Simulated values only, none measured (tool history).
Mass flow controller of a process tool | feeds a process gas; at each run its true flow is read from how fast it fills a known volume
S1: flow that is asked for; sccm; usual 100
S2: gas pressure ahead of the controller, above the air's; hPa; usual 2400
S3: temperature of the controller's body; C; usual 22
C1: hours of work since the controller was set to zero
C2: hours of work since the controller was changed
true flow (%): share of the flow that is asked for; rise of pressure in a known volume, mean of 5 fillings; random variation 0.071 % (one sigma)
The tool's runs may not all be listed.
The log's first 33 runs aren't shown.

Run 34, hour 7182.7: usual settings but S1 52 sccm, S2 2100 hPa, S3 24 C; C1 8181; C2 8181. Result: true flow (%) 99.57.
Run 35, hour 7432.2: usual settings but S1 151 sccm, S2 2320 hPa, S3 23 C; C1 8338; C2 8338. Result: true flow (%) 99.68.
At hour 7588.5: controller's zero set anew.
Run 36, hour 7640.4: usual settings but S2 2640 hPa, S3 23 C; C1 33; C2 8468. Result: true flow (%) 99.65.
Run 37, hour 7857.5: usual settings but S2 2640 hPa, S3 23 C; C1 168; C2 8604. Result: true flow (%) 99.56.
Run 38, hour 8003.7: usual settings but S1 167 sccm, S2 2580 hPa, S3 23 C; C1 260; C2 8695. Result: true flow (%) 99.75.
Run 39, hour 8129.8: usual settings but S1 21 sccm, S2 2710 hPa, S3 34 C; C1 339; C2 8774. Result: true flow (%) 99.76.
Run 40, hour 8384.5: usual settings but S1 21 sccm, S2 2710 hPa, S3 34 C; C1 499; C2 8934. Result: true flow (%) 99.71.
Run 41, hour 8553.7: usual settings but S1 21 sccm, S2 2710 hPa, S3 34 C; C1 605; C2 9040. Result: true flow (%) 99.8.
Run 42, hour 8692.5: usual settings but S1 36 sccm, S3 32 C; C1 692; C2 9127. Result: true flow (%) 99.72.
Run 43, hour 8816.7: usual settings but S1 36 sccm, S3 32 C; C1 769; C2 9205. Result: true flow (%) 99.83.
Run 44, hour 9024.8: usual settings but S1 36 sccm, S3 32 C; C1 900; C2 9335. Result: true flow (%) 99.64.
Run 45, hour 9250.7: usual settings but S1 45 sccm, S2 1530 hPa, S3 29 C; C1 1041; C2 9476. Result: true flow (%) 99.69.
Run 46, hour 9396.7: usual settings but S1 65 sccm, S2 1760 hPa, S3 30 C; C1 1133; C2 9568. Result: true flow (%) 99.76.
Run 47, hour 9607.2: usual settings but S1 65 sccm, S2 1760 hPa, S3 20 C; C1 1264; C2 9700. Result: true flow (%) 99.19.
Run 48, hour 9753.9: usual settings but S1 65 sccm, S2 1760 hPa, S3 20 C; C1 1356; C2 9792. Result: true flow (%) 99.38.
Run 49, hour 9938.1: usual settings but S1 65 sccm, S2 1760 hPa, S3 20 C; C1 1472; C2 9907. Result: true flow (%) 99.43.

3 ways to go on from here, each from the tool as it stands after run 49. What would each give?
Run A, hour 10065.1: usual settings but S1 23 sccm, S3 34 C; C1 1551; C2 9987. Result: true flow (%) ?.
Run B, hour 10065.1: usual settings but S1 65 sccm, S2 2520 hPa, S3 30 C; C1 1551; C2 9987. Result: true flow (%) ?.
Run C, hour 10065.1: usual settings but S1 78 sccm, S2 1550 hPa; C1 1551; C2 9987. Result: true flow (%) ?.

run  true flow (%)
  A          99.89
  B          99.75
  C          99.42
Without the tool's hidden state the same runs would have given:
run  true flow (%)
  A          99.91
  B          99.76
  C          99.44
